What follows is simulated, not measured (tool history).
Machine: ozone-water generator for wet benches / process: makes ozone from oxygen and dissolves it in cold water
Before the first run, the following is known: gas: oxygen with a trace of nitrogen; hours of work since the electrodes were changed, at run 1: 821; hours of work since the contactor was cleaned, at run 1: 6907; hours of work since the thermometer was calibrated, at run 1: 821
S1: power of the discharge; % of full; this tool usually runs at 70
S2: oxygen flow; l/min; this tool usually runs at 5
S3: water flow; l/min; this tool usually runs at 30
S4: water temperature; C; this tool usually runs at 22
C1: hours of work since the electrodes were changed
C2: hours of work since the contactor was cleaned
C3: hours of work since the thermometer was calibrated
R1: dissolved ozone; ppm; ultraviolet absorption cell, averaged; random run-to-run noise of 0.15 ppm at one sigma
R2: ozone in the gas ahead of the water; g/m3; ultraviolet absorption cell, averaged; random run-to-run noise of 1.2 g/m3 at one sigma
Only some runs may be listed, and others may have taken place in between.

Run 1, hour 0: usual settings; C1 821; C2 6907; C3 821. Result: R1 19.2 ppm, R2 216.5 g/m3.
Run 2, hour 114.2: usual settings but S1 45 % of full; C1 916; C2 7002; C3 916. Result: R1 14.2 ppm, R2 160.1 g/m3.
Run 3, hour 220.8: usual settings but S1 45 % of full; C1 1005; C2 7091; C3 1005. Result: R1 14.1 ppm, R2 158.8 g/m3.
Run 4, hour 321.3: usual settings; C1 1089; C2 7174; C3 1089. Result: R1 19.1 ppm, R2 215.5 g/m3.
Run 5, hour 391.5: usual settings; C1 1147; C2 7233; C3 1147. Result: R1 19 ppm, R2 213.8 g/m3.
Run 6, hour 539.9: usual settings; C1 1271; C2 7357; C3 1271. Result: R1 19.2 ppm, R2 214.5 g/m3.
Run 7, hour 641.6: usual settings; C1 1356; C2 7441; C3 1356. Result: R1 19.2 ppm, R2 213.2 g/m3.
Run 8, hour 800.5: usual settings but S3 46 l/min; C1 1488; C2 7574; C3 1488. Result: R1 13.6 ppm, R2 214.3 g/m3.
Run 9, hour 882.8: usual settings but S3 46 l/min; C1 1557; C2 7642; C3 1557. Result: R1 13.8 ppm, R2 213.8 g/m3.
Run 10, hour 998.1: usual settings but S3 46 l/min; C1 1653; C2 7738; C3 1653. Result: R1 13.8 ppm, R2 213.4 g/m3.
Run 11, hour 1126.3: usual settings but S3 46 l/min; C1 1760; C2 7845; C3 1760. Result: R1 13.8 ppm, R2 214.6 g/m3.
Run 12, hour 1260.9: usual settings but S3 46 l/min; C1 1872; C2 7957; C3 1872. Result: R1 13.6 ppm, R2 212 g/m3.
Run 13, hour 1396.1: usual settings but S3 46 l/min; C1 1984; C2 8070; C3 1984. Result: R1 13.5 ppm, R2 211.9 g/m3.
Run 14, hour 1484.4: usual settings but S1 41 % of full; C1 2058; C2 8144; C3 2058. Result: R1 13.5 ppm, R2 148.1 g/m3.
Run 15, hour 1628.4: usual settings but S1 41 % of full; C1 2178; C2 8264; C3 2178. Result: R1 13.3 ppm, R2 148 g/m3.
At hour 1744.3: contactor cleaned.
Run 16, hour 1784.8: usual settings but S1 50 % of full, S2 7.9 l/min, S3 37 l/min, S4 26 C; C1 2305; C2 34; C3 2305. Result: R1 12.9 ppm, R2 134.9 g/m3.
Run 17, hour 1932: usual settings but S1 50 % of full, S2 7.9 l/min, S3 37 l/min, S4 26 C; C1 2428; C2 156; C3 2428. Result: R1 12.9 ppm, R2 133.8 g/m3.
Run 18, hour 2083.9: usual settings but S1 50 % of full, S2 4.34 l/min, S3 36 l/min, S4 26 C; C1 2554; C2 283; C3 2554. Result: R1 12.3 ppm, R2 178.4 g/m3.
Run 19, hour 2229.1: usual settings but S1 73 % of full, S2 6.51 l/min, S3 21 l/min, S4 26 C; C1 2675; C2 404; C3 2675. Result: R1 23.5 ppm, R2 189.9 g/m3.
Run 20, hour 2306.3: usual settings but S1 73 % of full, S2 6.51 l/min, S3 21 l/min, S4 26 C; C1 2740; C2 468; C3 2740. Result: R1 23.6 ppm, R2 189.5 g/m3.
Run 21, hour 2409: usual settings but S1 73 % of full, S2 6.51 l/min, S3 25 l/min, S4 20 C; C1 2825; C2 554; C3 2825. Result: R1 23.7 ppm, R2 189.4 g/m3.
Run 22, hour 2566.1: usual settings but S1 44 % of full, S2 2.74 l/min, S3 25 l/min, S4 20 C; C1 2956; C2 685; C3 2956. Result: R1 14.8 ppm, R2 205.1 g/m3.
Run 23, hour 2637: usual settings but S1 44 % of full, S2 2.74 l/min, S3 25 l/min, S4 20 C; C1 3015; C2 744; C3 3015. Result: R1 14.8 ppm, R2 205.4 g/m3.

Here are 5 independent what-if runs from the current tool condition. What would each one return?
Run A, hour 2702.6: usual settings but S4 14 C; C1 3070; C2 799; C3 3070. Result: R1 ?, R2 ?.
Run B, hour 2702.6: usual settings but S1 46 % of full, S2 3.33 l/min, S3 39 l/min, S4 20 C; C1 3070; C2 799; C3 3070. Result: R1 ?, R2 ?.
Run C, hour 2702.6: usual settings but S4 26 C; C1 3070; C2 799; C3 3070. Result: R1 ?, R2 ?.
Run D, hour 2702.6: usual settings but S1 80 % of full, S2 3.86 l/min, S3 25 l/min, S4 14 C; C1 3070; C2 799; C3 3070. Result: R1 ?, R2 ?.
Run E, hour 2702.6: usual settings but S1 66 % of full, S2 2.73 l/min, S3 39 l/min, S4 20 C; C1 3070; C2 799; C3 3070. Result: R1 ?, R2 ?.

run    R1     R2
  A  20.8  212.1
  B  10.7  192.6
  C  18.3  208.9
  D    25  261.8
  E  13.1  273.8
With the hidden condition removed and each run's random variation left untouched, the same runs would have given:
run    R1     R2
  A  20.9  218.5
  B  10.7  198.3
  C  18.3  215.1
  D  25.1  269.6
  E  13.1  281.9
